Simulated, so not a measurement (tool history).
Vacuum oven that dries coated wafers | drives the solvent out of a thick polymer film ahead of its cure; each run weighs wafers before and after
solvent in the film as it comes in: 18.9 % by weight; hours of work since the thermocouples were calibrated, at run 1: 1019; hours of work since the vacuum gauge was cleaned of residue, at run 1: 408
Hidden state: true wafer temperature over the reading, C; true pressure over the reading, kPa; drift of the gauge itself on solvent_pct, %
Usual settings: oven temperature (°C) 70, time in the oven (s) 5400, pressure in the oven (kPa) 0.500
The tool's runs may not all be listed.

run,hour,oven temperature (°C),time in the oven (s),pressure in the oven (kPa),hours of work since the thermocouples were calibrated,hours of work since the vacuum gauge was cleaned of residue,solvent left in the film (%)
1,0.0,70,5400,0.500,1019,408,0.782
2,31.5,70,5400,0.500,1034,424,0.787
3,62.7,70,5400,0.500,1050,439,0.782
4,82.0,70,5400,0.500,1059,448,0.799
5,110.0,70,5400,0.500,1073,462,0.792
6,139.8,70,5400,0.500,1087,477,0.784
7,171.0,70,5400,0.500,1103,492,0.769
8,194.1,70,5400,0.500,1114,503,0.794
9,231.9,57,5400,0.500,1132,522,4.807
10,257.4,57,5400,0.500,1145,534,4.795
11,290.9,57,5400,0.500,1161,551,4.763
12,311.0,74,5400,0.500,1171,560,0.397
13,342.7,74,9480,0.500,1187,576,0.250
14,364.6,74,9480,0.500,1197,587,0.252
# hour 368.4: vacuum gauge cleaned of residue and calibrated
15,402.7,66,9480,0.500,1215,17,0.604
16,438.4,70,2880,0.524,1233,34,2.746
17,467.3,70,7800,0.574,1247,48,0.492
18,504.6,57,5400,0.500,1265,67,4.826
19,536.3,59,5400,0.500,1281,82,3.936
20,568.2,59,2880,0.430,1296,98,7.245
# hour 571.8: vacuum gauge cleaned of residue and calibrated, once more
21,608.2,60,3060,0.692,1315,18,6.440
22,626.1,82,8460,0.500,1324,27,0.150
23,656.3,82,8460,0.500,1339,41,0.133

5 ways to go on from here, each from the tool as it stands after run 23. What would each give?
A,693.6,85,5400,0.500,1357,60,?
B,693.6,70,4680,0.446,1357,60,?
C,693.6,77,6780,1.251,1357,60,?
D,693.6,72,9000,0.500,1357,60,?
E,693.6,63,5220,1.022,1357,60,?

run,solvent left in the film (%)
A,0.123
B,0.916
C,0.426
D,0.235
E,2.619
Without the tool's hidden state the same runs would have given:
run,solvent left in the film (%)
A,0.126
B,1.284
C,0.464
D,0.264
E,3.299

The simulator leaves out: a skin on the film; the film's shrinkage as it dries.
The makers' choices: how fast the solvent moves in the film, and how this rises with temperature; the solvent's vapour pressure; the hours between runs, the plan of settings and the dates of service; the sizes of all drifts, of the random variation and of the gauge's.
